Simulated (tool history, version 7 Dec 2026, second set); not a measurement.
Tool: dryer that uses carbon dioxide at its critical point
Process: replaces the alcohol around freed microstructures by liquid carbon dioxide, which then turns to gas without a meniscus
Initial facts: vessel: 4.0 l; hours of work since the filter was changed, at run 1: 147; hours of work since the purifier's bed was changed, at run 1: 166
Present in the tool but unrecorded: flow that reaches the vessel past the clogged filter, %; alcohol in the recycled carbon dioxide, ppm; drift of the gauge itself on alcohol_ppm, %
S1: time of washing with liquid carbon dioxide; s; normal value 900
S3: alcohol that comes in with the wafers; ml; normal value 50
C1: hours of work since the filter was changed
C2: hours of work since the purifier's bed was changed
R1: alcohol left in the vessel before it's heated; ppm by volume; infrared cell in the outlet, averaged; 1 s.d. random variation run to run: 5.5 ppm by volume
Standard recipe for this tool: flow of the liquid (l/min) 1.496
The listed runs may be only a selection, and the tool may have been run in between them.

{"run": 1, "hour": 0.0, "S1": 900, "flow of the liquid (l/min)": 1.496, "S3": 50, "C1": 147, "C2": 166, "R1": 258}
{"run": 2, "hour": 19.4, "S1": 900, "flow of the liquid (l/min)": 1.496, "S3": 50, "C1": 160, "C2": 178, "R1": 265}
{"run": 3, "hour": 33.9, "S1": 900, "flow of the liquid (l/min)": 1.496, "S3": 50, "C1": 169, "C2": 187, "R1": 265}
{"run": 4, "hour": 55.3, "S1": 900, "flow of the liquid (l/min)": 1.496, "S3": 50, "C1": 182, "C2": 200, "R1": 276}
{"run": 5, "hour": 68.7, "S1": 900, "flow of the liquid (l/min)": 1.496, "S3": 50, "C1": 191, "C2": 209, "R1": 290}
{"hour": 84.0, "done": "inlet filter changed"}
{"run": 6, "hour": 93.6, "S1": 900, "flow of the liquid (l/min)": 1.496, "S3": 50, "C1": 6, "C2": 224, "R1": 182}
{"run": 7, "hour": 110.9, "S1": 900, "flow of the liquid (l/min)": 1.496, "S3": 50, "C1": 17, "C2": 235, "R1": 185}
{"run": 8, "hour": 127.4, "S1": 900, "flow of the liquid (l/min)": 1.496, "S3": 50, "C1": 27, "C2": 245, "R1": 188}
{"run": 9, "hour": 143.8, "S1": 900, "flow of the liquid (l/min)": 1.91, "S3": 50, "C1": 38, "C2": 255, "R1": 75}
{"run": 10, "hour": 165.8, "S1": 900, "flow of the liquid (l/min)": 1.91, "S3": 50, "C1": 51, "C2": 269, "R1": 89}
{"run": 11, "hour": 179.1, "S1": 900, "flow of the liquid (l/min)": 1.91, "S3": 50, "C1": 60, "C2": 278, "R1": 89}
{"run": 12, "hour": 200.9, "S1": 900, "flow of the liquid (l/min)": 1.91, "S3": 23, "C1": 73, "C2": 291, "R1": 57}
{"run": 13, "hour": 212.0, "S1": 900, "flow of the liquid (l/min)": 1.91, "S3": 23, "C1": 80, "C2": 298, "R1": 63}
{"run": 14, "hour": 228.1, "S1": 840, "flow of the liquid (l/min)": 1.91, "S3": 23, "C1": 91, "C2": 308, "R1": 66}
{"run": 15, "hour": 253.6, "S1": 840, "flow of the liquid (l/min)": 1.91, "S3": 23, "C1": 107, "C2": 325, "R1": 71}
{"run": 16, "hour": 274.9, "S1": 840, "flow of the liquid (l/min)": 1.91, "S3": 23, "C1": 120, "C2": 338, "R1": 80}
{"run": 17, "hour": 294.0, "S1": 840, "flow of the liquid (l/min)": 1.91, "S3": 23, "C1": 132, "C2": 350, "R1": 78}
{"run": 18, "hour": 307.3, "S1": 840, "flow of the liquid (l/min)": 1.91, "S3": 23, "C1": 140, "C2": 358, "R1": 96}
{"run": 19, "hour": 331.2, "S1": 840, "flow of the liquid (l/min)": 1.91, "S3": 23, "C1": 155, "C2": 373, "R1": 85}
{"run": 20, "hour": 347.7, "S1": 900, "flow of the liquid (l/min)": 1.496, "S3": 50, "C1": 166, "C2": 384, "R1": 296}
{"run": 21, "hour": 370.2, "S1": 900, "flow of the liquid (l/min)": 1.496, "S3": 23, "C1": 180, "C2": 398, "R1": 155}
{"run": 22, "hour": 395.6, "S1": 900, "flow of the liquid (l/min)": 1.496, "S3": 50, "C1": 196, "C2": 414, "R1": 315}
{"hour": 401.4, "done": "inlet filter changed"}
{"run": 23, "hour": 413.9, "S1": 900, "flow of the liquid (l/min)": 1.496, "S3": 50, "C1": 8, "C2": 425, "R1": 193}
{"run": 24, "hour": 438.8, "S1": 900, "flow of the liquid (l/min)": 1.496, "S3": 50, "C1": 23, "C2": 440, "R1": 195}
{"run": 25, "hour": 450.4, "S1": 900, "flow of the liquid (l/min)": 1.496, "S3": 50, "C1": 31, "C2": 448, "R1": 207}
{"run": 26, "hour": 469.1, "S1": 900, "flow of the liquid (l/min)": 1.496, "S3": 50, "C1": 43, "C2": 459, "R1": 214}
{"run": 27, "hour": 485.2, "S1": 900, "flow of the liquid (l/min)": 1.36, "S3": 89, "C1": 53, "C2": 469, "R1": 508}
{"run": 28, "hour": 510.6, "S1": 840, "flow of the liquid (l/min)": 1.72, "S3": 45, "C1": 69, "C2": 485, "R1": 164}
{"run": 29, "hour": 524.5, "S1": 660, "flow of the liquid (l/min)": 1.04, "S3": 102, "C1": 77, "C2": 494, "R1": 3005}
{"run": 30, "hour": 543.4, "S1": 660, "flow of the liquid (l/min)": 1.04, "S3": 102, "C1": 89, "C2": 506, "R1": 2945}
{"run": 31, "hour": 558.1, "S1": 900, "flow of the liquid (l/min)": 1.64, "S3": 50, "C1": 98, "C2": 515, "R1": 189}
{"run": 32, "hour": 582.9, "S1": 1140, "flow of the liquid (l/min)": 2.12, "S3": 23, "C1": 114, "C2": 531, "R1": 39}
{"run": 33, "hour": 607.7, "S1": 1140, "flow of the liquid (l/min)": 2.12, "S3": 23, "C1": 130, "C2": 546, "R1": 51}
{"run": 34, "hour": 633.6, "S1": 1140, "flow of the liquid (l/min)": 2.3, "S3": 50, "C1": 146, "C2": 563, "R1": 53}
{"run": 35, "hour": 647.0, "S1": 1140, "flow of the liquid (l/min)": 2.3, "S3": 50, "C1": 154, "C2": 571, "R1": 45}
{"run": 36, "hour": 667.2, "S1": 1020, "flow of the liquid (l/min)": 1.86, "S3": 50, "C1": 167, "C2": 584, "R1": 95}
{"run": 37, "hour": 692.5, "S1": 780, "flow of the liquid (l/min)": 2.21, "S3": 27, "C1": 183, "C2": 600, "R1": 108}
{"run": 38, "hour": 709.4, "S1": 900, "flow of the liquid (l/min)": 1.496, "S3": 89, "C1": 194, "C2": 610, "R1": 548}
{"hour": 718.9, "done": "inlet filter changed"}
{"run": 39, "hour": 729.0, "S1": 900, "flow of the liquid (l/min)": 1.496, "S3": 89, "C1": 6, "C2": 622, "R1": 324}
{"run": 40, "hour": 747.2, "S1": 720, "flow of the liquid (l/min)": 1.12, "S3": 50, "C1": 18, "C2": 634, "R1": 932}
{"run": 41, "hour": 761.3, "S1": 600, "flow of the liquid (l/min)": 2.1, "S3": 21, "C1": 27, "C2": 642, "R1": 148}
{"run": 42, "hour": 786.2, "S1": 600, "flow of the liquid (l/min)": 2.1, "S3": 21, "C1": 42, "C2": 658, "R1": 149}
{"run": 43, "hour": 801.7, "S1": 600, "flow of the liquid (l/min)": 2.1, "S3": 21, "C1": 52, "C2": 668, "R1": 163}

Each row is a separate what-if for the run after 43, all from the same tool condition, not one after another. Results?
{"run": "A", "hour": 813.0, "S1": 600, "flow of the liquid (l/min)": 1.496, "S3": 50, "C1": 59, "C2": 675, "R1": "?"}
{"run": "B", "hour": 813.0, "S1": 840, "flow of the liquid (l/min)": 2.23, "S3": 36, "C1": 59, "C2": 675, "R1": "?"}
{"run": "C", "hour": 813.0, "S1": 660, "flow of the liquid (l/min)": 1.15, "S3": 75, "C1": 59, "C2": 675, "R1": "?"}
{"run": "D", "hour": 813.0, "S1": 600, "flow of the liquid (l/min)": 1.496, "S3": 36, "C1": 59, "C2": 675, "R1": "?"}
{"run": "E", "hour": 813.0, "S1": 1260, "flow of the liquid (l/min)": 1.83, "S3": 105, "C1": 59, "C2": 675, "R1": "?"}

run=A R1=792
run=B R1=79
run=C R1=1791
run=D R1=595
run=E R1=71
Without the tool's hidden state the same runs would have given:
run=A R1=655
run=B R1=27
run=C R1=1556
run=D R1=481
run=E R1=21

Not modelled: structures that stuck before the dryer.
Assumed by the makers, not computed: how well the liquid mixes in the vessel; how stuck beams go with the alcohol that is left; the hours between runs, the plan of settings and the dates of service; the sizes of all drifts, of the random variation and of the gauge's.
